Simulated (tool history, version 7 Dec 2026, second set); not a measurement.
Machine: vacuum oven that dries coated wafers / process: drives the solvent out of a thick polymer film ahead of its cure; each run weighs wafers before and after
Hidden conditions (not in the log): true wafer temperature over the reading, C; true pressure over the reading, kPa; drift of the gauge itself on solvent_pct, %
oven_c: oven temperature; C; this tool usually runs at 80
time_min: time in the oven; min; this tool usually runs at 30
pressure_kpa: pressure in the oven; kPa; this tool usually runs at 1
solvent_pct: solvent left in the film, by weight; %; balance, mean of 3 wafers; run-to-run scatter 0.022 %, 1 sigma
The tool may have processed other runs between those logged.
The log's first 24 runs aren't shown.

run	hour	oven_c	time_min	pressure_kpa	hours of work since the thermocouples were calibrated	hours of work since the vacuum gauge was cleaned of residue	solvent_pct
25	566.7	81	18	3.54	657	987	4.43
26	583.7	81	41	0.86	667	997	0.93
27	619.8	66	27	1.36	687	1017	7.28
28	636.6	82	42	1.13	696	1026	0.85
29	651.4	82	42	1.13	705	1035	0.87
30	685.7	81	34	1.13	724	1054	1.4
31	720.8	74	40	1	744	1074	2.66
32	738.9	80	24	2.59	754	1084	3.3
33	757.9	74	33	1.35	765	1095	3.52
34	779.2	74	33	1.35	777	1107	3.54
35	803.2	74	33	1.35	791	1121	3.58
36	827.4	92	49	1.39	805	1135	0.41
37	844	80	28	3.89	814	1144	3.3
38	876.5	80	28	3.89	832	1162	3.26
# hour 898.5: oven's thermocouples calibrated
39	900.3	80	28	3.89	1	1175	3.32
40	917.5	80	28	3.89	11	1185	3.24

Forecast run 41:
41	938.4	85	26	1	23	1196	?

Run 41 measured solvent_pct 1.27 %.
The same run, on a tool lacking any hidden state, would have yielded solvent_pct 1.27 %.
